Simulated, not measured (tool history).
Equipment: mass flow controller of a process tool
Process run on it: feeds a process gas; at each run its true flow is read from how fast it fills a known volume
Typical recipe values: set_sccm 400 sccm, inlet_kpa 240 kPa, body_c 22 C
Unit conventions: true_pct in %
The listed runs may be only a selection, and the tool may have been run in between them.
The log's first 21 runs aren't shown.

run,hour,set_sccm,inlet_kpa,body_c,true_pct
# hour 6629.1: controller's zero set anew
22,6786.2,400,240,30,96.66
23,7225.7,400,143,30,96.42
24,7476.6,400,143,30,96.35
25,7745.2,400,143,30,96.23
26,8013.8,549,157,31,96.6
27,8318.8,549,157,31,96.79
# hour 8575.3: controller exchanged for a calibrated one
28,8575.3,167,251,26,97.51
29,8756.5,241,247,39,98.94
30,9120.9,241,247,39,98.72
31,9566.3,241,247,39,98.54
32,9888.7,387,254,22,97.54
33,10281.8,589,240,25,98.35
34,10556.9,480,188,30,98.28
35,10920.2,232,189,25,96.54

The next listed run, before its measurement:
36,11354.2,400,238,23,?

true_pct: 97.02 %
Take away the tool's hidden state, keep the run-to-run variation as it was, and the same run would have given true_pct 98.04 %.
